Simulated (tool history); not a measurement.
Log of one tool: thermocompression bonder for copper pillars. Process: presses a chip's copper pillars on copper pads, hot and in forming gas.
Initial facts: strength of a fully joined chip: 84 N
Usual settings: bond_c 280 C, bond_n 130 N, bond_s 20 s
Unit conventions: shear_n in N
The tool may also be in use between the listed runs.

run 1 hour=0.0 | bond_c=280 bond_n=130 bond_s=20 | shear_n=28.1
run 2 hour=8.9 | bond_c=280 bond_n=130 bond_s=20 | shear_n=28.6
run 3 hour=24.2 | bond_c=280 bond_n=130 bond_s=20 | shear_n=28.4
run 4 hour=33.1 | bond_c=280 bond_n=130 bond_s=20 | shear_n=28.1
run 5 hour=46.5 | bond_c=280 bond_n=130 bond_s=20 | shear_n=28.1
run 6 hour=54.9 | bond_c=280 bond_n=130 bond_s=20 | shear_n=28.6
run 7 hour=69.1 | bond_c=280 bond_n=130 bond_s=20 | shear_n=28.5
run 8 hour=80.7 | bond_c=280 bond_n=130 bond_s=20 | shear_n=27.8
run 9 hour=89.8 | bond_c=280 bond_n=130 bond_s=20 | shear_n=27.9
run 10 hour=99.0 | bond_c=271 bond_n=130 bond_s=53 | shear_n=36.1
run 11 hour=110.3 | bond_c=305 bond_n=150 bond_s=45 | shear_n=50.7
run 12 hour=123.7 | bond_c=284 bond_n=114 bond_s=20 | shear_n=26.4
run 13 hour=138.3 | bond_c=284 bond_n=172 bond_s=20 | shear_n=34.2
run 14 hour=157.3 | bond_c=280 bond_n=150 bond_s=10 | shear_n=22.5
run 15 hour=169.5 | bond_c=260 bond_n=130 bond_s=18 | shear_n=20.1
run 16 hour=177.8 | bond_c=260 bond_n=130 bond_s=18 | shear_n=20.6
run 17 hour=187.4 | bond_c=260 bond_n=130 bond_s=18 | shear_n=20.1
run 18 hour=202.8 | bond_c=260 bond_n=130 bond_s=18 | shear_n=20.2

Here are 4 independent what-if runs from the current tool condition. What would each one return?
run A hour=212.0 | bond_c=263 bond_n=130 bond_s=26 | shear_n=?
run B hour=212.0 | bond_c=287 bond_n=91 bond_s=11 | shear_n=?
run C hour=212.0 | bond_c=272 bond_n=97 bond_s=18 | shear_n=?
run D hour=212.0 | bond_c=280 bond_n=130 bond_s=34 | shear_n=?

run=A shear_n=24.5
run=B shear_n=18.5
run=C shear_n=19.6
run=D shear_n=33.5
Without the tool's hidden state the same runs would have given:
run=A shear_n=29.5
run=B shear_n=22.2
run=C shear_n=23.6
run=D shear_n=39.6
